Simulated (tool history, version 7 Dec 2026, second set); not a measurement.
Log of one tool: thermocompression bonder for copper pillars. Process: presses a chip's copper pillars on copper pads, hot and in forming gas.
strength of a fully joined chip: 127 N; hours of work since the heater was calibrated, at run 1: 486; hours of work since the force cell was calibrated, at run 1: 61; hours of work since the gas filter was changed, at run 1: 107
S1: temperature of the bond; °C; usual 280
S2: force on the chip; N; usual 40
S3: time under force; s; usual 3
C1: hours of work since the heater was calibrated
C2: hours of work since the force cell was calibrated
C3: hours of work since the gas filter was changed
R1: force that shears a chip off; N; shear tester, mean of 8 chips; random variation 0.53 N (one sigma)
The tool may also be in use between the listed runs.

run    day   S1  S2  S3   C1   C2   C3    R1
  1      0  280  40   3  486   61  107  54.7
  2  0.575  280  42   3  496   71  117  57.1
  3  1.154  280  40   3  506   81  127  54.6
  4  1.438  280  40   3  511   86  131  53.3
  5  1.721  280  40   3  516   90  136  53.6
  6  2.108  280  40   3  522   97  143  54.6
  7  2.662  280  50   3  531  106  152  63.6
  8  3.308  280  50   3  542  117  163  62.9
  9  3.904  280  33   3  552  127  173  45.3
 10  4.242  280  33   3  558  133  179  45.4
 11  4.629  280  40   3  565  140  185    53
 12  5.167  280  40   3  574  149  194  52.9
 13  5.604  280  40   3  581  156  202  52.1
 14  6.267  261  40   3  592  167  213  41.3
 15  6.579  280  44   3  598  172  218  56.3
 16  7.225  263  30   3  608  183  229  32.7
 17  7.625  283  40   2  615  190  236  45.7
 18  8.296  301  57   3  627  201  247    79
 19  8.625  301  57   3  632  207  253  77.7
 20   8.95  301  51   3  638  213  258    73

Hidden state or all else? Some run-to-run changes of R1, split into what the settings, what came in and random variation would give without the hidden state, and what is left for the hidden state (with any gauge scatter that isn't in both results):
The hidden state here: true temperature of the bond over the reading, C; force that reaches the chip, % of what is set; oxide that the forming gas leaves, % of the face; drift of the gauge itself on shear_n, %.
Run 15 -> 16: S1 280 -> 263, S2 44 -> 30. R1 -23.6 N: hidden state +2.4, all else -26.
Run 17 -> 18: S1 283 -> 301, S2 40 -> 57, S3 2 -> 3. R1 +33.3 N: hidden state -4, all else +37.3.

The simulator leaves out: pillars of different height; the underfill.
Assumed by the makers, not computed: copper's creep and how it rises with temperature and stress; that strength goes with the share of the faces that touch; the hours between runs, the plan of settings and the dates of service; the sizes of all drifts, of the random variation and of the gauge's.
